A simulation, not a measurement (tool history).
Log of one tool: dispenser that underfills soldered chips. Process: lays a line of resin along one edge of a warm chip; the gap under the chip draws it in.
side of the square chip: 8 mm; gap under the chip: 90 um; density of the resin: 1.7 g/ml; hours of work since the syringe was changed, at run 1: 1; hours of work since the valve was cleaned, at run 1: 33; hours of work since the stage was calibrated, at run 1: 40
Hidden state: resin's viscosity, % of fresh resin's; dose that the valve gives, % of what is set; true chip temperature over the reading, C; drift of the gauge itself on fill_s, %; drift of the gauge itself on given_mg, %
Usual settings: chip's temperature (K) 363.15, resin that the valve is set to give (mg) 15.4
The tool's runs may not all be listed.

run,day,chip's temperature (K),resin that the valve is set to give (mg),hours of work since the syringe was changed,hours of work since the valve was cleaned,hours of work since the stage was calibrated,time until the resin shows at the far edge (s),resin that the valve gave (mg)
1,0,363.15,15.4,1,33,40,36.1,14.82
# day 0.267: new syringe of resin
2,0.396,363.15,15.4,2,39,46,37.8,14.91
# day 0.642: new syringe of resin
3,0.796,376.15,15.4,3,46,53,25.5,14.73
# day 0.992: new syringe of resin
4,1.05,376.15,15.4,1,50,57,22.5,14.58
5,1.308,376.15,15.4,5,54,61,30.8,14.83
# day 1.371: new syringe of resin
# day 1.721: new syringe of resin
6,1.892,376.15,15.4,3,63,70,25.7,14.61
# day 2.071: new syringe of resin
7,2.271,363.15,16.5,3,69,76,40.9,15.35
# day 2.442: new syringe of resin
8,2.512,363.15,16.5,1,73,80,34.8,15.42
9,2.767,363.15,16.5,5,77,84,47.4,15.28
# day 2.825: new syringe of resin
# day 3.183: new syringe of resin
# day 3.225: dispensing valve cleaned and set on the balance
10,3.225,373.15,15.4,0,0,91,23.2,15.36
11,3.458,361.15,15.4,4,4,95,46.7,15.22
# day 3.575: new syringe of resin
12,3.8,361.15,15.4,4,9,100,45.6,15.28
# day 3.929: new syringe of resin
# day 4.288: new syringe of resin
13,4.288,363.15,16.3,0,17,108,31.9,16.01
14,4.571,363.15,16.3,5,22,112,44.8,15.82
# day 4.671: new syringe of resin
15,4.821,362.15,15.4,2,25,116,39.5,15.08
# day 5.062: new syringe of resin
# day 5.408: new syringe of resin
16,5.408,362.15,15.4,0,35,125,33.1,14.9
# day 5.771: new syringe of resin
17,5.971,362.15,15.4,3,44,135,41.5,14.71
# day 6.117: new syringe of resin
18,6.392,357.15,15.5,5,51,141,55,14.65
# day 6.492: new syringe of resin
19,6.642,365.15,14.5,2,55,145,35.9,13.7
# day 6.862: new syringe of resin
20,7.029,366.15,13.3,3,61,151,36.8,12.42
# day 7.238: new syringe of resin
21,7.417,366.15,13.3,3,67,158,36.7,12.39
# day 7.6: new syringe of resin
22,7.821,366.15,13.3,4,73,164,39,12.3
# day 7.967: new syringe of resin
23,8.196,358.15,16,4,79,170,49.8,14.72
# day 8.35: new syringe of resin
24,8.45,358.15,15.3,2,83,174,42.5,14.11
# day 8.525: dispensing valve cleaned and set on the balance
# day 8.762: new syringe of resin
25,8.875,358.15,15.3,2,6,180,42.5,15.18
# day 9.117: new syringe of resin
26,9.367,358.15,15.3,4,14,188,52.4,15.16
# day 9.496: new syringe of resin
# day 9.85: new syringe of resin
27,9.85,372.15,14.3,0,21,196,22.9,14.09
# day 10.229: new syringe of resin
28,10.288,372.15,14.3,1,28,203,25.3,13.93
# day 10.592: new syringe of resin
29,10.642,363.15,18.5,1,34,208,32.5,17.82
# day 10.971: new syringe of resin
30,10.979,363.15,18.5,0,39,214,30.2,17.76
# day 11.338: new syringe of resin
31,11.438,363.15,18.5,2,46,221,34.1,17.76
# day 11.712: new syringe of resin
32,12.004,366.15,18.1,5,56,230,39.5,17.14
# day 12.062: new syringe of resin
# day 12.433: new syringe of resin
33,12.467,367.15,17.8,1,63,237,27,16.77

4 ways to go on from here, each from the tool as it stands after run 33. What would each give?
# day 12.788: new syringe of resin
A,13,364.15,14.7,4,71,246,?,?
# day 12.788: new syringe of resin
B,13,361.15,13.6,4,71,246,?,?
# day 12.788: new syringe of resin
C,13,369.15,15.1,4,71,246,?,?
# day 12.788: new syringe of resin
D,13,368.15,15.4,4,71,246,?,?

run,time until the resin shows at the far edge (s),resin that the valve gave (mg)
A,38.9,13.72
B,43.5,12.68
C,32.9,14.24
D,34.4,14.2
Without the tool's hidden state the same runs would have given:
run,time until the resin shows at the far edge (s),resin that the valve gave (mg)
A,31.2,14.71
B,34.6,13.6
C,26.3,15.27
D,27.7,15.24
